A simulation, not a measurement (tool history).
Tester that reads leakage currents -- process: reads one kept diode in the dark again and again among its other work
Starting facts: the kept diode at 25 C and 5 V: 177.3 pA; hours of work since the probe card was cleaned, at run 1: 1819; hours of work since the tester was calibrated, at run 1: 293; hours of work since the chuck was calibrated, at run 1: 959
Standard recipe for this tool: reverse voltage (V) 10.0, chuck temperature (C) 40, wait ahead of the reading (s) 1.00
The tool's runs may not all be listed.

run    hour  reverse voltage (V)  chuck temperature (C)  wait ahead of the reading (s)  hours of work since the probe card was cleaned  hours of work since the tester was calibrated  hours of work since the chuck was calibrated  current that the tester gives (pA)
  1     0.0                 10.0                     40                           1.00                                            1819                                            293                                           959                              918.85
  2   106.7                 10.0                     40                           1.00                                            1880                                            354                                          1020                              917.71
  3   234.8                 10.0                     40                           1.00                                            1953                                            428                                          1094                              929.42
  4   350.5                 10.0                     49                           1.00                                            2020                                            494                                          1160                             1905.67
  5   449.8                 10.0                     40                           1.00                                            2076                                            551                                          1216                              944.38
  6   593.2                 10.0                     40                           0.75                                            2158                                            633                                          1298                              946.90
  7   669.9                 10.0                     40                           0.75                                            2202                                            677                                          1342                              944.83
  8   777.5                 10.0                     40                           0.75                                            2264                                            738                                          1404                              956.25
      888.0  -- chuck's temperature calibrated
  9   901.0                 10.0                     40                           1.31                                            2333                                            808                                             7                              842.67
 10  1068.2                 10.0                     40                           1.86                                            2429                                            903                                           103                              853.01
 11  1211.5                 10.0                     40                           1.86                                            2511                                            985                                           185                              860.77
     1228.4  -- tester calibrated
 12  1284.2                 10.0                     40                           1.00                                            2551                                             32                                           225                              860.53
     1421.3  -- probe card cleaned and baked
 13  1452.3                 10.0                     40                           1.00                                              18                                            126                                           320                              865.04
 14  1558.4                 10.0                     40                           1.00                                              78                                            187                                           381                              866.57
 15  1714.8                 10.0                     29                           1.00                                             168                                            276                                           470                              343.37
     1776.7  -- tester calibrated, once more
 16  1803.5                 10.0                     29                           1.00                                             217                                             15                                           520                              340.36
 17  1953.8                 10.0                     27                           1.00                                             303                                            101                                           605                              287.25
 18  2064.0                 10.0                     40                           1.00                                             366                                            164                                           669                              874.29
 19  2186.2                 10.0                     40                           1.00                                             436                                            234                                           738                              886.81
 20  2342.9                  1.3                     40                           1.00                                             526                                            324                                           828                              398.98
 21  2412.1                  1.3                     32                           0.89                                             566                                            363                                           868                              205.63
 22  2563.7                 11.7                     59                           0.33                                             652                                            450                                           954                             4132.50
 23  2638.2                 10.0                     42                           1.64                                             695                                            493                                           997                             1064.57
 24  2721.5                  5.5                     35                           3.71                                             742                                            540                                          1045                              471.98

What will run 25 give?
 25  2865.8                  5.5                     20                           4.14                                             825                                            623                                          1127                                   ?

{"run 25": {"current that the tester gives (pA)": 127.97}}
Without the tool's hidden state the same run would have given current that the tester gives (pA) 116.95.
